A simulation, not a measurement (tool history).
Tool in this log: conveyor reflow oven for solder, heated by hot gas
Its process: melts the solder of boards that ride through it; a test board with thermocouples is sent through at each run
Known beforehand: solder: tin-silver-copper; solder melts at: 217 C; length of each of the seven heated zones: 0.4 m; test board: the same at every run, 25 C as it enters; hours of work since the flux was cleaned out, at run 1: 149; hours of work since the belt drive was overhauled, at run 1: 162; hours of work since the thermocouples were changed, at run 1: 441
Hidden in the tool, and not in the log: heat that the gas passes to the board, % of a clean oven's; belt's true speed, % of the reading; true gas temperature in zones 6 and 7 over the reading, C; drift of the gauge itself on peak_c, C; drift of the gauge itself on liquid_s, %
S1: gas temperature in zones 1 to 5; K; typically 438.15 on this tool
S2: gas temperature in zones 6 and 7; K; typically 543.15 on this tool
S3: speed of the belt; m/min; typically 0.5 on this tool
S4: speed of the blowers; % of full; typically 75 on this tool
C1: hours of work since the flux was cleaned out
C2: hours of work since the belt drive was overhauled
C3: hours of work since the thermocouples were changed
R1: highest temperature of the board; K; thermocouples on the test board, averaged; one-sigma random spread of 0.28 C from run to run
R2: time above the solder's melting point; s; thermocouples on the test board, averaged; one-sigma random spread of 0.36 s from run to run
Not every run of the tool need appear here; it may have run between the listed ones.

{"run": 1, "hour": 0.0, "S1": 438.15, "S2": 543.15, "S3": 0.5, "S4": 75, "C1": 149, "C2": 162, "C3": 441, "R1": 528.25, "R2": 70.6}
{"run": 2, "hour": 13.1, "S1": 438.15, "S2": 543.15, "S3": 0.5, "S4": 75, "C1": 156, "C2": 169, "C3": 448, "R1": 527.95, "R2": 70.6}
{"run": 3, "hour": 21.6, "S1": 438.15, "S2": 543.15, "S3": 0.5, "S4": 75, "C1": 161, "C2": 174, "C3": 452, "R1": 527.85, "R2": 70.5}
{"run": 4, "hour": 36.1, "S1": 438.15, "S2": 543.15, "S3": 0.5, "S4": 75, "C1": 169, "C2": 182, "C3": 460, "R1": 527.85, "R2": 70.4}
{"run": 5, "hour": 46.9, "S1": 438.15, "S2": 543.15, "S3": 0.5, "S4": 78, "C1": 174, "C2": 188, "C3": 466, "R1": 528.55, "R2": 71.4}
{"run": 6, "hour": 58.9, "S1": 438.15, "S2": 543.15, "S3": 0.593, "S4": 75, "C1": 181, "C2": 194, "C3": 472, "R1": 521.45, "R2": 53.1}
{"run": 7, "hour": 75.0, "S1": 438.15, "S2": 543.15, "S3": 0.593, "S4": 75, "C1": 189, "C2": 203, "C3": 481, "R1": 521.65, "R2": 52.8}
{"run": 8, "hour": 85.9, "S1": 438.15, "S2": 543.15, "S3": 0.593, "S4": 75, "C1": 195, "C2": 208, "C3": 487, "R1": 521.35, "R2": 52.8}
{"run": 9, "hour": 94.8, "S1": 438.15, "S2": 543.15, "S3": 0.5, "S4": 72, "C1": 200, "C2": 213, "C3": 492, "R1": 527.65, "R2": 70.4}
{"run": 10, "hour": 102.9, "S1": 438.15, "S2": 543.15, "S3": 0.5, "S4": 72, "C1": 204, "C2": 217, "C3": 496, "R1": 527.05, "R2": 69.9}
{"run": 11, "hour": 118.6, "S1": 438.15, "S2": 543.15, "S3": 0.5, "S4": 75, "C1": 213, "C2": 226, "C3": 504, "R1": 527.95, "R2": 69.7}
{"run": 12, "hour": 132.7, "S1": 438.15, "S2": 543.15, "S3": 0.5, "S4": 75, "C1": 220, "C2": 233, "C3": 512, "R1": 527.55, "R2": 69.9}
{"run": 13, "hour": 140.1, "S1": 438.15, "S2": 543.15, "S3": 0.5, "S4": 75, "C1": 224, "C2": 237, "C3": 516, "R1": 527.85, "R2": 69.8}
{"run": 14, "hour": 152.1, "S1": 438.15, "S2": 543.15, "S3": 0.5, "S4": 75, "C1": 231, "C2": 244, "C3": 522, "R1": 527.55, "R2": 70.3}
{"hour": 158.2, "done": "flux residue cleaned out of gas plates and filters"}
{"run": 15, "hour": 166.2, "S1": 438.15, "S2": 555.15, "S3": 0.457, "S4": 75, "C1": 4, "C2": 249, "C3": 527, "R1": 540.65, "R2": 87.1}
{"run": 16, "hour": 179.5, "S1": 438.15, "S2": 546.15, "S3": 0.457, "S4": 75, "C1": 11, "C2": 256, "C3": 534, "R1": 531.95, "R2": 81.5}
{"hour": 200.4, "done": "flux residue cleaned out of gas plates and filters, once more"}
{"run": 17, "hour": 200.4, "S1": 426.15, "S2": 538.15, "S3": 0.458, "S4": 81, "C1": 0, "C2": 264, "C3": 543, "R1": 527.15, "R2": 74.2}
{"run": 18, "hour": 216.3, "S1": 426.15, "S2": 538.15, "S3": 0.458, "S4": 81, "C1": 8, "C2": 273, "C3": 551, "R1": 527.65, "R2": 73.5}
{"run": 19, "hour": 230.6, "S1": 445.15, "S2": 537.15, "S3": 0.5, "S4": 75, "C1": 16, "C2": 280, "C3": 559, "R1": 525.85, "R2": 72.2}
{"run": 20, "hour": 246.0, "S1": 445.15, "S2": 537.15, "S3": 0.5, "S4": 75, "C1": 24, "C2": 289, "C3": 567, "R1": 525.25, "R2": 72}
{"run": 21, "hour": 257.3, "S1": 440.15, "S2": 553.15, "S3": 0.5, "S4": 75, "C1": 30, "C2": 295, "C3": 573, "R1": 538.65, "R2": 79.6}
{"hour": 260.8, "done": "thermocouples of zones 6 and 7 changed"}
{"run": 22, "hour": 270.5, "S1": 452.15, "S2": 553.15, "S3": 0.5, "S4": 75, "C1": 36, "C2": 301, "C3": 5, "R1": 539.35, "R2": 85.3}

What will run 23 give?
{"run": 23, "hour": 277.5, "S1": 452.15, "S2": 532.15, "S3": 0.5, "S4": 79, "C1": 40, "C2": 305, "C3": 9, "R1": "?", "R2": "?"}

{"run 23": {"R1": 521.55, "R2": 71.7}}
Without the tool's hidden state the same run would have given R1 521.45 K, R2 71.6 s.

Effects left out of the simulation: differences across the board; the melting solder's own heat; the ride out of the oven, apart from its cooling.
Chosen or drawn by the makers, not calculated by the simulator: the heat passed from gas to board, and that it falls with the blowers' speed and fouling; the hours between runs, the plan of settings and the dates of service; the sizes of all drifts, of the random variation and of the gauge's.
